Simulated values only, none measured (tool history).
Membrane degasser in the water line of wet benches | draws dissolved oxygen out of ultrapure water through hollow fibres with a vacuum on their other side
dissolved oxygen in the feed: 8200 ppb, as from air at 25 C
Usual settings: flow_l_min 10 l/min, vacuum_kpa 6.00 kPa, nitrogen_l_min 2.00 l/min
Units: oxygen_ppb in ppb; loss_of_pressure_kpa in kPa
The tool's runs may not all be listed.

{"run": 1, "hour": 0.0, "flow_l_min": 10, "vacuum_kpa": 6.0, "nitrogen_l_min": 2.0, "oxygen_ppb": 43.4, "loss_of_pressure_kpa": 28.95}
{"run": 2, "hour": 50.8, "flow_l_min": 10, "vacuum_kpa": 6.0, "nitrogen_l_min": 2.0, "oxygen_ppb": 41.8, "loss_of_pressure_kpa": 29.0}
{"run": 3, "hour": 89.7, "flow_l_min": 10, "vacuum_kpa": 6.0, "nitrogen_l_min": 2.0, "oxygen_ppb": 41.6, "loss_of_pressure_kpa": 28.79}
{"run": 4, "hour": 133.6, "flow_l_min": 7, "vacuum_kpa": 6.0, "nitrogen_l_min": 2.0, "oxygen_ppb": 28.5, "loss_of_pressure_kpa": 19.82}
{"run": 5, "hour": 176.7, "flow_l_min": 7, "vacuum_kpa": 6.0, "nitrogen_l_min": 2.0, "oxygen_ppb": 29.3, "loss_of_pressure_kpa": 20.31}
{"run": 6, "hour": 209.7, "flow_l_min": 7, "vacuum_kpa": 6.0, "nitrogen_l_min": 2.0, "oxygen_ppb": 28.4, "loss_of_pressure_kpa": 20.37}
{"run": 7, "hour": 260.3, "flow_l_min": 7, "vacuum_kpa": 6.0, "nitrogen_l_min": 2.0, "oxygen_ppb": 28.7, "loss_of_pressure_kpa": 20.1}
{"run": 8, "hour": 296.3, "flow_l_min": 7, "vacuum_kpa": 6.0, "nitrogen_l_min": 2.0, "oxygen_ppb": 29.2, "loss_of_pressure_kpa": 20.45}
{"run": 9, "hour": 328.3, "flow_l_min": 7, "vacuum_kpa": 6.0, "nitrogen_l_min": 2.0, "oxygen_ppb": 29.1, "loss_of_pressure_kpa": 20.25}
{"run": 10, "hour": 351.1, "flow_l_min": 7, "vacuum_kpa": 6.0, "nitrogen_l_min": 2.0, "oxygen_ppb": 28.3, "loss_of_pressure_kpa": 20.42}
{"run": 11, "hour": 375.9, "flow_l_min": 10, "vacuum_kpa": 6.0, "nitrogen_l_min": 0.93, "oxygen_ppb": 83.6, "loss_of_pressure_kpa": 29.06}
{"run": 12, "hour": 411.7, "flow_l_min": 7, "vacuum_kpa": 5.53, "nitrogen_l_min": 1.79, "oxygen_ppb": 26.8, "loss_of_pressure_kpa": 20.59}
{"run": 13, "hour": 456.6, "flow_l_min": 13, "vacuum_kpa": 5.53, "nitrogen_l_min": 4.89, "oxygen_ppb": 28.8, "loss_of_pressure_kpa": 37.45}
{"run": 14, "hour": 501.6, "flow_l_min": 8, "vacuum_kpa": 5.05, "nitrogen_l_min": 5.74, "oxygen_ppb": 9.3, "loss_of_pressure_kpa": 22.96}
{"hour": 508.6, "done": "vacuum gauge calibrated"}
{"run": 15, "hour": 546.5, "flow_l_min": 8, "vacuum_kpa": 6.09, "nitrogen_l_min": 4.02, "oxygen_ppb": 15.6, "loss_of_pressure_kpa": 23.08}
{"run": 16, "hour": 587.7, "flow_l_min": 7, "vacuum_kpa": 6.67, "nitrogen_l_min": 0.89, "oxygen_ppb": 68.5, "loss_of_pressure_kpa": 20.12}
{"run": 17, "hour": 625.1, "flow_l_min": 7, "vacuum_kpa": 6.67, "nitrogen_l_min": 0.89, "oxygen_ppb": 66.7, "loss_of_pressure_kpa": 20.17}
{"run": 18, "hour": 664.9, "flow_l_min": 7, "vacuum_kpa": 6.67, "nitrogen_l_min": 0.89, "oxygen_ppb": 67.6, "loss_of_pressure_kpa": 20.08}
{"run": 19, "hour": 716.5, "flow_l_min": 9, "vacuum_kpa": 7.17, "nitrogen_l_min": 2.0, "oxygen_ppb": 46.8, "loss_of_pressure_kpa": 26.15}
{"run": 20, "hour": 759.4, "flow_l_min": 10, "vacuum_kpa": 3.83, "nitrogen_l_min": 1.31, "oxygen_ppb": 13.8, "loss_of_pressure_kpa": 29.21}
{"run": 21, "hour": 811.1, "flow_l_min": 6, "vacuum_kpa": 4.03, "nitrogen_l_min": 2.22, "oxygen_ppb": 6.1, "loss_of_pressure_kpa": 17.15}
{"run": 22, "hour": 863.8, "flow_l_min": 6, "vacuum_kpa": 9.34, "nitrogen_l_min": 0.92, "oxygen_ppb": 100.7, "loss_of_pressure_kpa": 17.46}

The same runs without the tool's hidden state, with the same run-to-run variation:
The hidden state here: membrane still open, %; true pressure behind the membrane over the reading, kPa; air that leaks in behind the membrane, l/min; drift of the gauge itself on oxygen_ppb, %; drift of the gauge itself on loss_of_pressure_kpa, %.
run=1 oxygen_ppb=37.5 loss_of_pressure_kpa=28.73
run=2 oxygen_ppb=36.1 loss_of_pressure_kpa=28.77
run=3 oxygen_ppb=35.8 loss_of_pressure_kpa=28.56
run=4 oxygen_ppb=24.1 loss_of_pressure_kpa=19.66
run=5 oxygen_ppb=24.9 loss_of_pressure_kpa=20.14
run=6 oxygen_ppb=24.0 loss_of_pressure_kpa=20.20
run=7 oxygen_ppb=24.2 loss_of_pressure_kpa=19.93
run=8 oxygen_ppb=24.8 loss_of_pressure_kpa=20.27
run=9 oxygen_ppb=24.6 loss_of_pressure_kpa=20.07
run=10 oxygen_ppb=23.9 loss_of_pressure_kpa=20.23
run=11 oxygen_ppb=71.7 loss_of_pressure_kpa=28.80
run=12 oxygen_ppb=22.0 loss_of_pressure_kpa=20.40
run=13 oxygen_ppb=24.9 loss_of_pressure_kpa=37.09
run=14 oxygen_ppb=7.5 loss_of_pressure_kpa=22.74
run=15 oxygen_ppb=15.1 loss_of_pressure_kpa=22.85
run=16 oxygen_ppb=66.7 loss_of_pressure_kpa=19.92
run=17 oxygen_ppb=65.0 loss_of_pressure_kpa=19.97
run=18 oxygen_ppb=65.8 loss_of_pressure_kpa=19.87
run=19 oxygen_ppb=45.6 loss_of_pressure_kpa=25.87
run=20 oxygen_ppb=13.1 loss_of_pressure_kpa=28.91
run=21 oxygen_ppb=5.8 loss_of_pressure_kpa=16.96
run=22 oxygen_ppb=97.4 loss_of_pressure_kpa=17.27
